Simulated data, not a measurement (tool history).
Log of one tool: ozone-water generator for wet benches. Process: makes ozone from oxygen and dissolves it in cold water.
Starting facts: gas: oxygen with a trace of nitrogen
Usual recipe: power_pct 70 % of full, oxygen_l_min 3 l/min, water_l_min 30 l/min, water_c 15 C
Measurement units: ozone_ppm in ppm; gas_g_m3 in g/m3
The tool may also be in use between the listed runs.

run,hour,power_pct,oxygen_l_min,water_l_min,water_c,ozone_ppm,gas_g_m3
1,0,70,3,30,15,14.4,263.5
2,114.8,70,3,30,15,14.1,261.5
3,262.7,70,3,30,15,14.1,265
4,404,70,3,30,15,14,262.2
5,548.8,70,3,30,15,14.1,264.7
6,690.1,70,3,30,15,14.4,266.8
7,818,70,3,30,15,13.8,263.7
8,933.3,70,3,30,15,14,266.5
9,1096,45,3,32,15,9.4,189.9
10,1196.5,45,3,32,15,9.6,188.5
11,1282.4,55,4.02,30,11,12.6,182.7
12,1368.7,66,3,30,9,14,253.7
13,1486.2,99,2.5,30,13,18.1,389.3
14,1631,99,2.5,30,13,18.2,388.6
15,1753.4,79,5.24,30,16,16.2,204.6

Difference, measured minus no-hidden-state, one row per run. Run-to-run variation is common to both terms; the gauge's own scatter need not be:
Unlogged tool condition in this case: yield of the discharge, % of new electrodes'; contactor's efficiency, % of a clean one's; true water temperature over the reading, C; drift of the gauge itself on ozone_ppm, %; drift of the gauge itself on gas_g_m3, %.
run,gas_g_m3
1,-0.1
2,+0.2
3,+0.5
4,+0.8
5,+1.1
6,+1.4
7,+1.6
8,+1.9
9,+1.7
10,+1.8
11,+1.8
12,+2.7
13,+4.4
14,+4.8
15,+2.7
For ozone_ppm, the value without the hidden state is never more than 0.1 ppm from the measured value.
